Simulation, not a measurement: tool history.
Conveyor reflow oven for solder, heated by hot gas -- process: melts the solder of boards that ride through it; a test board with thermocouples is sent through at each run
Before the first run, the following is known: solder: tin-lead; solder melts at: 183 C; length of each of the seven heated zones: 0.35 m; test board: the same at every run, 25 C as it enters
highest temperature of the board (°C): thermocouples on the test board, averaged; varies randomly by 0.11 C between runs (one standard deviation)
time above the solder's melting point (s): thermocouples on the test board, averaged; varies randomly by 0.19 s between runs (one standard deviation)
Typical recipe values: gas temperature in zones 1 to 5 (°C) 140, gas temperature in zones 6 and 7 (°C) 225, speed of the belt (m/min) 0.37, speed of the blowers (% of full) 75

| run | hour | gas temperature in zones 1 to 5 (°C) | gas temperature in zones 6 and 7 (°C) | speed of the belt (m/min) | speed of the blowers (% of full) | highest temperature of the board (°C) | time above the solder's melting point (s) |
|---|---|---|---|---|---|---|---|
| 1 | 0 | 140 | 225 | 0.37 | 75 | 211.9 | 79.9 |
| 2 | 14.4 | 140 | 222 | 0.37 | 75 | 209.3 | 76.7 |
| 3 | 29.5 | 151 | 222 | 0.37 | 75 | 211 | 85.6 |
| 4 | 41.1 | 147 | 225 | 0.37 | 75 | 212.6 | 85.5 |
| 5 | 56.9 | 140 | 225 | 0.37 | 75 | 211.5 | 79.5 |
| 6 | 71.3 | 140 | 225 | 0.37 | 75 | 211.4 | 79.4 |
| 7 | 86.4 | 152 | 225 | 0.37 | 75 | 213.6 | 89.2 |

Run 8, settings as shown, results not yet in. Your forecast:
|  | 92.8 | flux residue cleaned out of gas plates and filters |
| 8 | 101.5 | 152 | 225 | 0.37 | 75 | ? | ? |

highest temperature of the board (°C): 213.5
time above the solder's melting point (s): 89
With the hidden condition absent and the run-to-run variation left alone, this run would have shown highest temperature of the board (°C) 212.7, time above the solder's melting point (s) 88.1.

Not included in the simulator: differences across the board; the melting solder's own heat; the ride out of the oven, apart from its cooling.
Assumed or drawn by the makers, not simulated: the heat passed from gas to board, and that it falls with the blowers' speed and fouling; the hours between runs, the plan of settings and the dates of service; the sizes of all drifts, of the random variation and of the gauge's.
